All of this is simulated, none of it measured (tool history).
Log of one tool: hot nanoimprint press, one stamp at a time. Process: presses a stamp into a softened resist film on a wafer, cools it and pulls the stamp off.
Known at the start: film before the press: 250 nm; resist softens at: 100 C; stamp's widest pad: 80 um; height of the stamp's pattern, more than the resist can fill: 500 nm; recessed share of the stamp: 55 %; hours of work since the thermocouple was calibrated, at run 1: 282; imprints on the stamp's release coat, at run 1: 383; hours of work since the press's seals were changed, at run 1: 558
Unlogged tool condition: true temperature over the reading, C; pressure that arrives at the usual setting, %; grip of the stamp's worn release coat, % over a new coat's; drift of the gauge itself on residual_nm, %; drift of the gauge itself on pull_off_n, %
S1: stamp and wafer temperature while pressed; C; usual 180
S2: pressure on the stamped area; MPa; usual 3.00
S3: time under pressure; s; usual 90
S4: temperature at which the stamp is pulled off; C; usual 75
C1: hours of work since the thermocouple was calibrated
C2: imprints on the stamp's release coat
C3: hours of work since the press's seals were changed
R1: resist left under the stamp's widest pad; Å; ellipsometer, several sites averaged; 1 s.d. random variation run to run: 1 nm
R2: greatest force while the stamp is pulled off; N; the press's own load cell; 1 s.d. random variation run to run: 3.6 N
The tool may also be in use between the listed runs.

run	hour	S1	S2	S3	S4	C1	C2	C3	R1	R2
1	0.0	180	3.00	90	75	282	383	558	1545	212
2	21.8	180	3.00	90	75	299	494	575	1525	209
3	64.3	180	3.00	73	75	332	711	608	1624	219
# hour 96.7: stamp cleaned and given a new release coat
4	107.5	180	3.00	90	75	361	55	637	1551	205
5	134.5	180	3.00	51	75	382	193	658	1780	199
6	162.7	180	3.00	90	75	404	337	680	1562	200
7	194.6	175	3.00	90	75	429	500	705	1740	213
8	237.9	175	3.00	90	75	463	720	739	1770	216
# hour 268.2: stamp cleaned and given a new release coat
9	275.2	175	3.00	90	75	487	36	763	1810	208
10	320.6	175	3.00	90	75	523	268	799	1778	205
# hour 328.1: plate thermocouple calibrated
11	352.0	175	3.00	90	75	19	412	821	1861	211
12	373.6	175	3.00	90	75	35	523	838	1874	222
# hour 406.4: press's hydraulic seals changed and the load cell set to zero
13	426.4	175	3.00	90	75	70	751	16	1848	220
# hour 450.6: stamp cleaned and given a new release coat
14	474.4	175	3.00	90	75	103	122	48	1848	213
15	500.4	175	3.00	90	75	123	254	69	1873	213
16	530.5	173	1.99	122	75	147	408	92	2038	214
17	552.4	173	2.28	122	75	164	520	109	1985	219
# hour 590.3: plate thermocouple calibrated, once more
18	603.7	170	4.65	77	75	10	766	147	1721	217
# hour 624.5: stamp cleaned and given a new release coat
19	659.3	170	4.27	129	75	49	177	186	1563	200
20	700.5	177	3.00	90	75	81	387	218	1619	202
21	724.0	180	2.41	90	75	100	507	236	1602	214
22	773.5	174	3.00	120	75	138	760	275	1623	222
# hour 794.5: stamp cleaned and given a new release coat
23	802.5	173	4.17	90	81	156	41	293	1630	192
24	842.9	173	4.17	90	81	188	247	324	1624	196
25	885.3	173	4.17	90	81	221	464	357	1624	196
26	916.0	173	4.17	90	81	245	621	381	1647	205
27	946.4	179	4.01	54	81	268	775	405	1643	212
# hour 964.3: stamp cleaned and given a new release coat
28	977.4	179	4.01	54	81	288	67	424	1656	188
29	1011.9	169	2.10	54	81	315	243	451	2271	197

5 options for the next run, each taken on its own from the tool as it stands now. Forecast them:
A	1058.3	176	3.00	119	75	351	480	487	?	?
B	1058.3	172	3.00	60	65	351	480	487	?	?
C	1058.3	171	3.00	50	70	351	480	487	?	?
D	1058.3	190	2.10	144	63	351	480	487	?	?
E	1058.3	187	2.93	90	64	351	480	487	?	?

run	R1	R2
A	1596	211
B	2038	229
C	2114	222
D	1170	239
E	1279	237
Without the tool's hidden state the same runs would have given:
run	R1	R2
A	1517	197
B	1973	214
C	2057	207
D	1110	223
E	1213	222

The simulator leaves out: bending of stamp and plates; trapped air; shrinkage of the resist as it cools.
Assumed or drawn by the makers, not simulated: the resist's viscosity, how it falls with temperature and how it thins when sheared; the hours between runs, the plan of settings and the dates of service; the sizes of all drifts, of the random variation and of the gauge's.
